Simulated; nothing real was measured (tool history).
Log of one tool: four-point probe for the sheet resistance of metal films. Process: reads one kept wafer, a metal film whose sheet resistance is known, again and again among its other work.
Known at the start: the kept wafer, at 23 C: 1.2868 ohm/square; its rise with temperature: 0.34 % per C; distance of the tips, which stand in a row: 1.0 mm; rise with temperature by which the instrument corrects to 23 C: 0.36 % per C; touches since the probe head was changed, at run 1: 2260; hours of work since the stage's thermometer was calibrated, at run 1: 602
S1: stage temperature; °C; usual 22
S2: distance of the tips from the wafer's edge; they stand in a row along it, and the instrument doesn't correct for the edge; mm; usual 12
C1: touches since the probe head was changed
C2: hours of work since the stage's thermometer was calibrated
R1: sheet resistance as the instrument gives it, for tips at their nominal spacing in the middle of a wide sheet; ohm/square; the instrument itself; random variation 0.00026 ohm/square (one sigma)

{"run": 1, "day": 0.0, "S1": 22, "S2": 12, "C1": 2260, "C2": 602, "R1": 1.289555}
{"run": 2, "day": 0.638, "S1": 22, "S2": 12, "C1": 2804, "C2": 609, "R1": 1.289197}
{"run": 3, "day": 1.208, "S1": 22, "S2": 12, "C1": 3294, "C2": 616, "R1": 1.288972}
{"run": 4, "day": 1.692, "S1": 22, "S2": 12, "C1": 3708, "C2": 622, "R1": 1.289194}
{"run": 5, "day": 2.246, "S1": 22, "S2": 12, "C1": 4181, "C2": 629, "R1": 1.289027}
{"run": 6, "day": 3.096, "S1": 22, "S2": 12, "C1": 4907, "C2": 639, "R1": 1.288988}
{"run": 7, "day": 4.079, "S1": 34, "S2": 12, "C1": 5750, "C2": 651, "R1": 1.286192}
{"run": 8, "day": 4.896, "S1": 34, "S2": 12, "C1": 6447, "C2": 660, "R1": 1.285988}
{"run": 9, "day": 5.35, "S1": 34, "S2": 12, "C1": 6838, "C2": 666, "R1": 1.285861}
{"run": 10, "day": 6.354, "S1": 34, "S2": 19, "C1": 7697, "C2": 678, "R1": 1.283271}
{"run": 11, "day": 7.383, "S1": 22, "S2": 39, "C1": 8577, "C2": 690, "R1": 1.284908}
{"run": 12, "day": 8.262, "S1": 22, "S2": 50, "C1": 9328, "C2": 701, "R1": 1.283994}
{"run": 13, "day": 9.117, "S1": 22, "S2": 12, "C1": 10059, "C2": 711, "R1": 1.287931}
{"run": 14, "day": 9.946, "S1": 22, "S2": 12, "C1": 10769, "C2": 721, "R1": 1.288502}
{"run": 15, "day": 10.896, "S1": 21, "S2": 12, "C1": 11580, "C2": 732, "R1": 1.288956}
{"run": 16, "day": 11.775, "S1": 22, "S2": 4, "C1": 12333, "C2": 743, "R1": 1.32557}
{"run": 17, "day": 12.288, "S1": 22, "S2": 12, "C1": 12770, "C2": 749, "R1": 1.288464}
{"run": 18, "day": 13.321, "S1": 22, "S2": 12, "C1": 13656, "C2": 761, "R1": 1.288152}
{"run": 19, "day": 14.262, "S1": 22, "S2": 12, "C1": 14462, "C2": 772, "R1": 1.287919}
{"run": 20, "day": 15.079, "S1": 22, "S2": 12, "C1": 15161, "C2": 782, "R1": 1.28808}
{"run": 21, "day": 15.8, "S1": 22, "S2": 12, "C1": 15778, "C2": 791, "R1": 1.287948}
{"run": 22, "day": 16.567, "S1": 22, "S2": 12, "C1": 16434, "C2": 800, "R1": 1.287897}
{"run": 23, "day": 17.129, "S1": 22, "S2": 12, "C1": 16915, "C2": 807, "R1": 1.288238}
{"run": 24, "day": 18.108, "S1": 22, "S2": 12, "C1": 17750, "C2": 818, "R1": 1.288027}
{"run": 25, "day": 18.538, "S1": 21, "S2": 71, "C1": 18117, "C2": 824, "R1": 1.283707}
{"run": 26, "day": 19.267, "S1": 23, "S2": 43, "C1": 18743, "C2": 832, "R1": 1.283238}
{"run": 27, "day": 19.933, "S1": 23, "S2": 43, "C1": 19311, "C2": 840, "R1": 1.283192}
{"run": 28, "day": 20.475, "S1": 30, "S2": 4, "C1": 19775, "C2": 847, "R1": 1.322422}
{"run": 29, "day": 21.488, "S1": 21, "S2": 6, "C1": 20641, "C2": 859, "R1": 1.302268}
{"run": 30, "day": 22.292, "S1": 24, "S2": 5, "C1": 21331, "C2": 869, "R1": 1.309436}
{"run": 31, "day": 23.062, "S1": 33, "S2": 14, "C1": 21989, "C2": 878, "R1": 1.283714}
{"run": 32, "day": 24.038, "S1": 33, "S2": 14, "C1": 22822, "C2": 889, "R1": 1.284042}
{"run": 33, "day": 25.033, "S1": 33, "S2": 14, "C1": 23676, "C2": 901, "R1": 1.283799}
{"run": 34, "day": 26.054, "S1": 27, "S2": 7, "C1": 24549, "C2": 914, "R1": 1.295148}
{"run": 35, "day": 26.912, "S1": 33, "S2": 42, "C1": 25281, "C2": 924, "R1": 1.280539}
{"run": 36, "day": 27.621, "S1": 24, "S2": 12, "C1": 25887, "C2": 932, "R1": 1.286607}
{"run": 37, "day": 28.125, "S1": 24, "S2": 23, "C1": 26320, "C2": 938, "R1": 1.283522}
{"run": 38, "day": 29.046, "S1": 27, "S2": 9, "C1": 27107, "C2": 949, "R1": 1.290178}
{"run": 39, "day": 29.562, "S1": 32, "S2": 8, "C1": 27551, "C2": 956, "R1": 1.290919}
{"run": 40, "day": 30.246, "S1": 28, "S2": 9, "C1": 28134, "C2": 964, "R1": 1.289565}
{"run": 41, "day": 30.975, "S1": 26, "S2": 5, "C1": 28757, "C2": 972, "R1": 1.308308}
{"run": 42, "day": 31.479, "S1": 23, "S2": 48, "C1": 29191, "C2": 978, "R1": 1.281978}
{"run": 43, "day": 32.154, "S1": 23, "S2": 62, "C1": 29767, "C2": 987, "R1": 1.28241}
{"run": 44, "day": 32.617, "S1": 23, "S2": 62, "C1": 30164, "C2": 992, "R1": 1.282429}
{"run": 45, "day": 33.246, "S1": 20, "S2": 10, "C1": 30700, "C2": 1000, "R1": 1.289345}
{"run": 46, "day": 34.25, "S1": 31, "S2": 7, "C1": 31558, "C2": 1012, "R1": 1.293658}

The same runs without the tool's hidden state, with the same run-to-run variation:
The hidden state here: inner tips' distance over the nominal, %; tips' flats over new ones', %; wafer's true temperature over the reading, C; drift of the gauge itself on sheet_ohm, %.
run=1 R1=1.292228
run=2 R1=1.291911
run=3 R1=1.291725
run=4 R1=1.291978
run=5 R1=1.291849
run=6 R1=1.291867
run=7 R1=1.289116
run=8 R1=1.288966
run=9 R1=1.288872
run=10 R1=1.286347
run=11 R1=1.288066
run=12 R1=1.287209
run=13 R1=1.291209
run=14 R1=1.291836
run=15 R1=1.292358
run=16 R1=1.329118
run=17 R1=1.291952
run=18 R1=1.291706
run=19 R1=1.291534
run=20 R1=1.291749
run=21 R1=1.291666
run=22 R1=1.291664
run=23 R1=1.292039
run=24 R1=1.291892
run=25 R1=1.287590
run=26 R1=1.287167
run=27 R1=1.287167
run=28 R1=1.326537
run=29 R1=1.306401
run=30 R1=1.313639
run=31 R1=1.287877
run=32 R1=1.288270
run=33 R1=1.288092
run=34 R1=1.299553
run=35 R1=1.284943
run=36 R1=1.291091
run=37 R1=1.288029
run=38 R1=1.294767
run=39 R1=1.295537
run=40 R1=1.294233
run=41 R1=1.313085
run=42 R1=1.286706
run=43 R1=1.287183
run=44 R1=1.287233
run=45 R1=1.294219
run=46 R1=1.298589
